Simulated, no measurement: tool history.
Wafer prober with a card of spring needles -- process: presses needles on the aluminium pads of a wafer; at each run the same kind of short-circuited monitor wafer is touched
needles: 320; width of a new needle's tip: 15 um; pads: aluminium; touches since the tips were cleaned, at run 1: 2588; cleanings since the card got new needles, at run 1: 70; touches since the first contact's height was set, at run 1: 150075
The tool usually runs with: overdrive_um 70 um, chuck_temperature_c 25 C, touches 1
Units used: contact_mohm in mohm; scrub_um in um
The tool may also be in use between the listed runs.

run,hour,overdrive_um,chuck_temperature_c,touches,touches since the tips were cleaned,cleanings since the card got new needles,touches since the first contact's height was set,contact_mohm,scrub_um
1,0,70,25,1,2588,70,150075,166,13.2
# hour 4.5: tips cleaned on abrasive film
# hour 15.7: tips cleaned on abrasive film
# hour 24.6: tips cleaned on abrasive film
# hour 35.8: tips cleaned on abrasive film
# hour 47: tips cleaned on abrasive film
2,47.7,85,25,1,350,75,171212,140,16.12
# hour 56.7: tips cleaned on abrasive film
# hour 67.8: tips cleaned on abrasive film
# hour 70.4: height of the first contact set anew
3,71.2,85,54,1,1382,77,391,155,15.85
# hour 78: tips cleaned on abrasive film
# hour 88.9: tips cleaned on abrasive film
# hour 99.9: tips cleaned on abrasive film
# hour 111.1: tips cleaned on abrasive film
4,114.5,70,25,1,1544,81,19588,164,12.81
# hour 121.3: tips cleaned on abrasive film
# hour 132.4: tips cleaned on abrasive film
# hour 143.4: tips cleaned on abrasive film
# hour 152.4: tips cleaned on abrasive film
5,156.8,51,25,1,1991,85,38318,196,9.09
# hour 161.3: tips cleaned on abrasive film
# hour 170.3: tips cleaned on abrasive film
# hour 172.8: height of the first contact set anew, once more
# hour 181.7: tips cleaned on abrasive film
6,182.8,51,25,1,470,88,4429,157,9.98
# hour 191.7: tips cleaned on abrasive film
# hour 200.7: tips cleaned on abrasive film
# hour 209.6: tips cleaned on abrasive film
# hour 219.5: tips cleaned on abrasive film
7,219.5,51,25,1,0,92,20686,141,9.89
# hour 230.7: tips cleaned on abrasive film
# hour 239.6: tips cleaned on abrasive film
8,246.1,68,25,1,2900,94,32494,170,13.12
# hour 250.6: tips cleaned on abrasive film
# hour 261.8: tips cleaned on abrasive film
# hour 272.8: tips cleaned on abrasive film
9,279.3,76,25,1,2895,97,47203,167,14.71
# hour 283.8: tips cleaned on abrasive film
# hour 295: tips cleaned on abrasive film
# hour 306.1: tips cleaned on abrasive film
# hour 316.9: tips cleaned on abrasive film
10,324.7,76,25,1,3502,101,67364,170,14.63
# hour 327: tips cleaned on abrasive film
# hour 338.2: tips cleaned on abrasive film
# hour 349.2: tips cleaned on abrasive film
11,349.7,70,25,1,221,104,78414,143,13.44
# hour 358.5: tips cleaned on abrasive film
# hour 369.6: tips cleaned on abrasive film
# hour 380.8: tips cleaned on abrasive film
12,381.1,70,25,1,175,107,92334,141,13.43
# hour 390.1: tips cleaned on abrasive film
# hour 401.2: tips cleaned on abrasive film
# hour 411.9: tips cleaned on abrasive film
13,411.9,70,25,1,0,110,105976,141,13.34

Run 14 is up next; what results do you expect?
# hour 422.9: tips cleaned on abrasive film
# hour 431.9: tips cleaned on abrasive film
# hour 443: tips cleaned on abrasive film
14,444,51,25,1,409,113,120167,?,?

contact_mohm: 155 mohm
scrub_um: 9.56 um
Minus the tool's unlogged condition, the same run would have read contact_mohm 133 mohm, scrub_um 9.91 um.

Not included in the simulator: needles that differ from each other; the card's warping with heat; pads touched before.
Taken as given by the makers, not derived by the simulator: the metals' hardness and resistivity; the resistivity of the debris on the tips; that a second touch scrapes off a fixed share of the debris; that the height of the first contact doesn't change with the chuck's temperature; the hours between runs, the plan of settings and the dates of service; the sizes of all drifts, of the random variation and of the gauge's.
